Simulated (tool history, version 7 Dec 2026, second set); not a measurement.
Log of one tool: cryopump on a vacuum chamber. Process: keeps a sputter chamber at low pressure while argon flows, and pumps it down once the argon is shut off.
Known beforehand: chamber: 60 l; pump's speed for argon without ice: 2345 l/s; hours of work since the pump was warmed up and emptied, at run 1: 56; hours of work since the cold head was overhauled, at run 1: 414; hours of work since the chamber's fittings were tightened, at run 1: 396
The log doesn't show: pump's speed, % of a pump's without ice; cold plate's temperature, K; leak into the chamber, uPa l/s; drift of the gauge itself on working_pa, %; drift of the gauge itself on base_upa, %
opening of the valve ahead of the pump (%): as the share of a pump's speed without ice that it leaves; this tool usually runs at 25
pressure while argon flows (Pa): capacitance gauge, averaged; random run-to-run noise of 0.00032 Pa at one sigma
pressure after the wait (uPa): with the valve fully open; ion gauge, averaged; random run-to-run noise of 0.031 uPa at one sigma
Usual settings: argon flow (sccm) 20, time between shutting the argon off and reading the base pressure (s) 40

run	hour	argon flow (sccm)	time between shutting the argon off and reading the base pressure (s)	opening of the valve ahead of the pump (%)	hours of work since the pump was warmed up and emptied	hours of work since the cold head was overhauled	hours of work since the chamber's fittings were tightened	pressure while argon flows (Pa)	pressure after the wait (uPa)
1	0.0	20	40	25	56	414	396	0.0586	1.84
2	22.1	20	40	45	72	430	411	0.0333	1.86
3	44.4	20	40	45	87	446	427	0.0330	1.88
4	59.4	20	40	45	98	456	438	0.0333	1.90
5	79.8	20	40	45	112	470	452	0.0340	1.85
6	89.9	20	40	45	119	477	459	0.0338	1.89
7	108.0	20	40	45	132	490	472	0.0341	1.95
8	118.8	20	40	45	140	498	479	0.0338	1.91
9	135.5	20	40	45	151	509	491	0.0342	1.92
10	150.7	20	40	45	162	520	502	0.0346	1.92
11	165.7	20	40	45	172	530	512	0.0346	1.96
12	179.3	20	40	45	182	540	522	0.0348	1.93
13	197.1	20	40	45	194	552	534	0.0348	1.95
14	215.8	20	40	45	207	566	547	0.0350	1.98
15	227.5	20	40	23	216	574	555	0.0660	2.03
16	241.8	20	40	23	226	584	565	0.0655	2.00
17	262.3	20	40	23	240	598	580	0.0661	2.01
18	275.4	20	40	23	249	607	589	0.0667	2.05
19	292.8	20	40	23	261	620	601	0.0668	1.98
20	309.1	11	46	49	273	631	613	0.0186	1.87

Predict the results of run 21:
21	330.3	9	259	48	288	646	627	?	?

Logged for run 21: pressure while argon flows (Pa) 0.0150, pressure after the wait (uPa) 0.78.
On a tool with no hidden condition, and with the same random variation, this run would have come out at pressure while argon flows (Pa) 0.0130, pressure after the wait (uPa) 0.35.
